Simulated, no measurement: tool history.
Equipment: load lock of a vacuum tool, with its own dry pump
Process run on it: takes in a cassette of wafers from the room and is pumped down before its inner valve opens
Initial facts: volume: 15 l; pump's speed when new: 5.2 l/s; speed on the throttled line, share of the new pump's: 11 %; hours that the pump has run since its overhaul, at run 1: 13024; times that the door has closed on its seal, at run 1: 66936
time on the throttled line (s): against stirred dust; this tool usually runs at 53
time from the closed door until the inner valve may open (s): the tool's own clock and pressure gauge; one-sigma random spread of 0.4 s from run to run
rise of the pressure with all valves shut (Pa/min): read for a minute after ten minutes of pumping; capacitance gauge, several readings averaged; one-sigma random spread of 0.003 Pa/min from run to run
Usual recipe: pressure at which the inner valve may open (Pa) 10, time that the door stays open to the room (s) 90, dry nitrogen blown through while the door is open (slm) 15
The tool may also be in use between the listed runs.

| run | day | time on the throttled line (s) | pressure at which the inner valve may open (Pa) | time that the door stays open to the room (s) | dry nitrogen blown through while the door is open (slm) | hours that the pump has run since its overhaul | times that the door has closed on its seal | incoming humidity of the room's air, % | time from the closed door until the inner valve may open (s) | rise of the pressure with all valves shut (Pa/min) |
|---|---|---|---|---|---|---|---|---|---|---|
| 1 | 0 | 53 | 10 | 90 | 15 | 13024 | 66936 | 43.4 | 73.9 | 0.056 |
| 2 | 10.292 | 53 | 10 | 90 | 15 | 13271 | 67685 | 46.1 | 73.7 | 0.055 |
| 3 | 23.508 | 53 | 10 | 90 | 15 | 13588 | 68647 | 47.2 | 73.5 | 0.064 |
|  | 24.712 | door's seal changed, seat wiped |
| 4 | 36.579 | 53 | 10 | 90 | 15 | 13900 | 863 | 46 | 73.4 | 0.055 |
| 5 | 44.992 | 53 | 10 | 90 | 15 | 14102 | 1476 | 43 | 73.3 | 0.05 |
| 6 | 57.258 | 53 | 10 | 90 | 22 | 14396 | 2369 | 42.6 | 74.1 | 0.044 |
| 7 | 70.858 | 53 | 10 | 90 | 22 | 14723 | 3358 | 44.1 | 74.1 | 0.043 |
| 8 | 78.058 | 53 | 10 | 90 | 22 | 14896 | 3883 | 45.4 | 73.2 | 0.045 |
| 9 | 83.779 | 53 | 10 | 90 | 15 | 15033 | 4299 | 44.8 | 74.1 | 0.057 |
| 10 | 96.025 | 53 | 10 | 90 | 5 | 15327 | 5190 | 42.7 | 73.2 | 0.076 |
| 11 | 105.558 | 53 | 10 | 90 | 15 | 15556 | 5884 | 50.5 | 73.5 | 0.06 |
| 12 | 113.529 | 53 | 10 | 90 | 15 | 15747 | 6464 | 48.9 | 73.4 | 0.059 |
| 13 | 120.104 | 53 | 10 | 90 | 15 | 15905 | 6943 | 46.9 | 72.7 | 0.052 |
| 14 | 129.104 | 53 | 10 | 90 | 15 | 16121 | 7598 | 45.5 | 73.3 | 0.061 |
| 15 | 136.488 | 53 | 10 | 174 | 15 | 16298 | 8135 | 43.4 | 73.3 | 0.069 |
| 16 | 149.183 | 53 | 10 | 38 | 15 | 16603 | 9060 | 42.9 | 73.5 | 0.037 |
| 17 | 162.083 | 53 | 10 | 38 | 15 | 16912 | 9999 | 44.1 | 73.9 | 0.042 |
| 18 | 170.729 | 53 | 10 | 38 | 15 | 17120 | 10628 | 47.4 | 74.2 | 0.046 |
| 19 | 176.762 | 53 | 10 | 40 | 15 | 17264 | 11067 | 44.4 | 73.3 | 0.047 |
| 20 | 190.525 | 62 | 10 | 26 | 15 | 17595 | 12069 | 42.3 | 81.5 | 0.034 |
| 21 | 197.112 | 62 | 10 | 26 | 15 | 17753 | 12548 | 45.7 | 81.3 | 0.039 |
| 22 | 205.775 | 52 | 12 | 192 | 44 | 17961 | 13179 | 42 | 72.4 | 0.044 |
| 23 | 213.008 | 52 | 12 | 192 | 44 | 18134 | 13705 | 47 | 72.7 | 0.044 |
| 24 | 225.612 | 29 | 12 | 192 | 44 | 18437 | 14623 | 45.6 | 52.2 | 0.048 |
| 25 | 239.458 | 53 | 19 | 92 | 15 | 18769 | 15631 | 43.9 | 72 | 0.058 |

What does the tool deliver on the next run?
| 26 | 248.817 | 53 | 10 | 28 | 10 | 18994 | 16312 | 46.9 | ? | ? |

Run 26 gave time from the closed door until the inner valve may open (s) 73.4, rise of the pressure with all valves shut (Pa/min) 0.048.
If the tool had no hidden condition, the same run with the same run-to-run variation would have returned time from the closed door until the inner valve may open (s) 73.4, rise of the pressure with all valves shut (Pa/min) 0.047.

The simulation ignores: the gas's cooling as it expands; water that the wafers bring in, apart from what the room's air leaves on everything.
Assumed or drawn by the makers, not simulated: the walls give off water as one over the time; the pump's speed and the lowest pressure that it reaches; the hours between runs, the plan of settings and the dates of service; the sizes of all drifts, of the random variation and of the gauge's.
